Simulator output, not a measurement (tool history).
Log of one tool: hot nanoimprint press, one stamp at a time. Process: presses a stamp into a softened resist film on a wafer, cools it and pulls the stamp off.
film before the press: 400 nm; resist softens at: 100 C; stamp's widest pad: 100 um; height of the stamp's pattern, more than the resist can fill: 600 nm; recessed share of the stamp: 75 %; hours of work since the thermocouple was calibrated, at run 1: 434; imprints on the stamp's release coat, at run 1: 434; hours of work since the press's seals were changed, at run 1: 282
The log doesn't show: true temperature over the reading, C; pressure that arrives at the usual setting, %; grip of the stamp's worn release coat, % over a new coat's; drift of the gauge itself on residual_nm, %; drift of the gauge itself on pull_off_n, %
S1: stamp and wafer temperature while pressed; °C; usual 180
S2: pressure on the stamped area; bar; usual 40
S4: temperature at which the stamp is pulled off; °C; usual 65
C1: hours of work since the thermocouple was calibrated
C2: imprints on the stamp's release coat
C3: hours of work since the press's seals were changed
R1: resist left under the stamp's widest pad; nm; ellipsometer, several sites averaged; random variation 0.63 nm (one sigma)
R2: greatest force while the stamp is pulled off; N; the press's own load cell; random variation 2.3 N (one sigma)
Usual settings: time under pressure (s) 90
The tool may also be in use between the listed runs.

Run 1, day 0: usual settings; C1 434; C2 434; C3 282. Result: R1 208.5 nm, R2 201 N.
Run 2, day 1.771: usual settings; C1 455; C2 559; C3 304. Result: R1 210.1 nm, R2 209 N.
Run 3, day 3.162: usual settings but S1 185 °C; C1 472; C2 658; C3 320. Result: R1 168.2 nm, R2 211 N.
Run 4, day 4.6: usual settings but S4 70 °C; C1 489; C2 759; C3 337. Result: R1 210.9 nm, R2 208 N.
At day 5.104: stamp cleaned and given a new release coat.
At day 6.317: plate thermocouple calibrated.
Run 5, day 6.375: usual settings but time under pressure (s) 71; C1 1; C2 81; C3 354. Result: R1 233.6 nm, R2 191 N.
Run 6, day 8.004: usual settings but S2 29.8 bar; C1 20; C2 196; C3 374. Result: R1 241.6 nm, R2 195 N.
Run 7, day 8.888: usual settings; C1 31; C2 258; C3 384. Result: R1 216.4 nm, R2 201 N.
Run 8, day 10.492: usual settings but S1 178 °C; C1 50; C2 371; C3 403. Result: R1 235.6 nm, R2 203 N.
Run 9, day 11.375: usual settings but S1 178 °C; C1 60; C2 434; C3 414. Result: R1 235.1 nm, R2 209 N.
Run 10, day 12.65: usual settings; C1 76; C2 524; C3 429. Result: R1 217.5 nm, R2 209 N.
Run 11, day 13.692: usual settings; C1 88; C2 597; C3 441. Result: R1 218.4 nm, R2 211 N.
Run 12, day 15.188: usual settings; C1 106; C2 703; C3 459. Result: R1 216.8 nm, R2 216 N.
At day 16.454: stamp cleaned and given a new release coat.
Run 13, day 17.004: usual settings; C1 125; C2 38; C3 478. Result: R1 218.5 nm, R2 191 N.
At day 17.629: plate thermocouple calibrated, once more.
Run 14, day 18.504: usual settings; C1 10; C2 136; C3 494. Result: R1 202.1 nm, R2 190 N.
Run 15, day 19.717: usual settings; C1 25; C2 221; C3 509. Result: R1 202.1 nm, R2 193 N.
Run 16, day 20.579: usual settings but S1 184 °C, time under pressure (s) 62; C1 35; C2 282; C3 519. Result: R1 193.5 nm, R2 198 N.
Run 17, day 21.667: usual settings but S1 169 °C, S2 42.3 bar, S4 59 °C; C1 48; C2 359; C3 532. Result: R1 299 nm, R2 206 N.
Run 18, day 22.754: usual settings but S1 169 °C, S2 42.3 bar, S4 59 °C; C1 61; C2 435; C3 545. Result: R1 298.1 nm, R2 204 N.
Run 19, day 24.042: usual settings but S1 169 °C, S2 42.3 bar, time under pressure (s) 84, S4 59 °C; C1 77; C2 526; C3 561. Result: R1 303 nm, R2 216 N.
Run 20, day 24.879: usual settings but S1 169 °C, S2 42.3 bar, time under pressure (s) 84, S4 59 °C; C1 87; C2 586; C3 571. Result: R1 302.5 nm, R2 222 N.
Run 21, day 26.121: usual settings but S1 169 °C, S2 42.3 bar, time under pressure (s) 84, S4 59 °C; C1 101; C2 673; C3 585. Result: R1 305.2 nm, R2 225 N.
Run 22, day 27.471: usual settings but S1 169 °C, S2 42.3 bar, time under pressure (s) 84, S4 59 °C; C1 118; C2 769; C3 602. Result: R1 304.4 nm, R2 234 N.
At day 27.846: stamp cleaned and given a new release coat.
Run 23, day 29.4: usual settings but S1 172 °C, time under pressure (s) 95; C1 138; C2 110; C3 622. Result: R1 272.3 nm, R2 195 N.
Run 24, day 30.15: usual settings but S1 190 °C, S2 62.5 bar, time under pressure (s) 98, S4 61 °C; C1 147; C2 163; C3 631. Result: R1 101.7 nm, R2 194 N.
Run 25, day 31.962: usual settings but S1 190 °C, S2 62.5 bar, time under pressure (s) 98, S4 61 °C; C1 168; C2 291; C3 652. Result: R1 101.8 nm, R2 202 N.
Run 26, day 33.142: usual settings but S1 175 °C, S2 33.8 bar, time under pressure (s) 49, S4 72 °C; C1 182; C2 374; C3 666. Result: R1 304.4 nm, R2 191 N.
At day 33.646: press's hydraulic seals changed and the load cell set to zero.
Run 27, day 34.429: usual settings but S1 175 °C, S2 33.8 bar, time under pressure (s) 49, S4 72 °C; C1 194; C2 442; C3 9. Result: R1 305 nm, R2 192 N.
Run 28, day 35.825: usual settings but S1 178 °C, S2 25.4 bar, time under pressure (s) 53, S4 72 °C; C1 210; C2 540; C3 26. Result: R1 298.5 nm, R2 200 N.
Run 29, day 37.388: usual settings but S1 178 °C, S2 25.4 bar, time under pressure (s) 53, S4 72 °C; C1 229; C2 650; C3 45. Result: R1 297.6 nm, R2 203 N.
At day 39.379: stamp cleaned and given a new release coat.
Run 30, day 39.438: usual settings but S1 178 °C, S2 25.4 bar, time under pressure (s) 154, S4 67 °C; C1 250; C2 4; C3 66. Result: R1 223.4 nm, R2 182 N.

The same runs without the tool's hidden state, with the same run-to-run variation:
run     R1   R2
  1  199.7  181
  2  200.8  184
  3  160.2  182
  4    201  175
  5  217.8  186
  6  225.7  184
  7  200.3  188
  8  218.3  185
  9  217.7  188
 10  200.4  184
 11  201.1  183
 12  199.2  183
 13  200.4  187
 14  200.7  184
 15  200.5  184
 16  191.8  185
 17  296.9  190
 18  295.8  185
 19  300.4  192
 20  299.7  195
 21  302.1  194
 22    301  198
 23  268.2  190
 24     99  186
 25   98.8  189
 26  300.3  176
 27  301.6  173
 28  294.8  177
 29  293.7  175
 30  218.5  182

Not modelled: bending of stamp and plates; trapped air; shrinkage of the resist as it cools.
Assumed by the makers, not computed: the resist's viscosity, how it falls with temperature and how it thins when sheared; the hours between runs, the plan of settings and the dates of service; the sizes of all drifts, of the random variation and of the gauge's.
